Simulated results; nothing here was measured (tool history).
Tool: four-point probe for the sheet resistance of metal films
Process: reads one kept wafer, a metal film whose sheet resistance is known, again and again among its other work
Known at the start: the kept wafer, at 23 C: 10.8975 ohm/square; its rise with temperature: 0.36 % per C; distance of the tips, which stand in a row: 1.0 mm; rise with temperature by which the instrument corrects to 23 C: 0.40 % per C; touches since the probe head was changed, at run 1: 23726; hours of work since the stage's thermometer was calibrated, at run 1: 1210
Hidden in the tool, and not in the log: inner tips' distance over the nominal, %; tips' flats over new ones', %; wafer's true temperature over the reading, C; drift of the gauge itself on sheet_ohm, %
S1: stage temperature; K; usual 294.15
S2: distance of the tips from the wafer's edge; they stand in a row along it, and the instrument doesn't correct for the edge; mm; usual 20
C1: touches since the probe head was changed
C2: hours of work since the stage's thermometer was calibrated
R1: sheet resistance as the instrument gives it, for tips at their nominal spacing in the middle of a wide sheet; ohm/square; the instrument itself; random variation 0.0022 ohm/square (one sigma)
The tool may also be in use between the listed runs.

run   hour      S1  S2     C1    C2         R1
  1      0  294.15  20  23726  1210   10.92165
  2   13.3  294.15  20  24065  1219  10.917928
  3   24.9  294.15  20  24363  1226  10.921586
  4   43.4  294.15  20  24834  1238  10.917736
  5   57.3  294.15  20  25190  1247  10.916372
  6   69.5  294.15  20  25501  1255  10.921282
  7   83.1  294.15  20  25847  1264  10.921841
  8  106.1  294.15  20  26436  1278  10.920383
  9  126.4  294.15   3  26954  1291  11.517017
 10  148.9  294.15   3  27529  1306  11.522477
 11  170.3  294.15  20  28077  1320  10.919732
 12  186.9  294.15  20  28500  1330  10.919136
 13  211.7  294.15  61  29133  1346  10.907418
 14  224.4  295.15   8  29459  1354  10.993733
 15  235.5  304.15   5  29742  1362  11.096143
 16  256.8  298.15  20  30285  1375  10.903543
 17  268.8  307.15  45  30591  1383  10.857125
 18  286.4  292.15  20  31042  1394  10.927857
 19    310  292.15  20  31643  1409  10.931142
 20  333.6  292.15  20  32247  1424  10.927779
 21  356.1  300.15  35  32820  1439  10.884918
 22  381.1  298.15  17  33461  1455  10.909672
 23  405.2  304.15   5  34076  1470  11.095292
 24    426  297.15   5  34607  1484   11.12242

5 ways to go on from here, each from the tool as it stands after run 24. What would each give?
  A  444.7  300.15  15  35085  1496   ?
  B  444.7  304.15  20  35085  1496   ?
  C  444.7  298.15  20  35085  1496   ?
  D  444.7  306.15  17  35085  1496   ?
  E  444.7  294.15   5  35085  1496   ?

run         R1
  A  10.910788
  B   10.87816
  C   10.90447
  D  10.878046
  E  11.136699
Without the tool's hidden state the same runs would have given:
run         R1
  A  10.911636
  B  10.879003
  C  10.905319
  D  10.878888
  E  11.137568

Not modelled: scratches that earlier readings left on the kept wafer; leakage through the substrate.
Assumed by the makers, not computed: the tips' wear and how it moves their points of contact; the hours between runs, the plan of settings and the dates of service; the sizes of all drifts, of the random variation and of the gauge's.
